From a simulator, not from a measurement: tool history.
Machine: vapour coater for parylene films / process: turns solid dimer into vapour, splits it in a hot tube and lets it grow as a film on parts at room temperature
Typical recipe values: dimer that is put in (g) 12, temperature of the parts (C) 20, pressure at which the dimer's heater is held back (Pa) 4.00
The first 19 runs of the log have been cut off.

| run | hour | dimer that is put in (g) | temperature of the parts (C) | pressure at which the dimer's heater is held back (Pa) | thickness of the film (nm) |
|---|---|---|---|---|---|
| 20 | 1051.1 | 12 | 15 | 4.00 | 4360 |
| 21 | 1122.7 | 12 | 12 | 4.00 | 4890 |
| 22 | 1173.9 | 12 | 12 | 4.00 | 4890 |
| 23 | 1205.3 | 12 | 14 | 11.71 | 3680 |
| 24 | 1261.2 | 5 | 12 | 2.29 | 2080 |
| 25 | 1319.8 | 12 | 24 | 8.60 | 2440 |
| 26 | 1381.1 | 15 | 22 | 2.04 | 4210 |
|  | 1410.3 | trap's valve overhauled |
| 27 | 1451.7 | 15 | 26 | 4.00 | 3450 |
| 28 | 1502.8 | 19 | 26 | 2.28 | 4730 |
| 29 | 1575.1 | 12 | 20 | 4.00 | 3490 |
| 30 | 1644.0 | 12 | 20 | 4.00 | 3440 |
| 31 | 1706.5 | 12 | 20 | 4.00 | 3430 |
| 32 | 1740.6 | 12 | 20 | 7.86 | 3050 |
| 33 | 1776.5 | 6 | 20 | 5.68 | 1590 |
| 34 | 1837.3 | 12 | 13 | 5.96 | 4290 |
| 35 | 1878.0 | 11 | 19 | 4.01 | 3170 |

Run 36 is up next; what results do you expect?
| 36 | 1940.6 | 12 | 20 | 6.28 | ? |

thickness of the film (nm): 3050
Take away the tool's hidden state, keep the run-to-run variation as it was, and the same run would have given thickness of the film (nm) 3380.
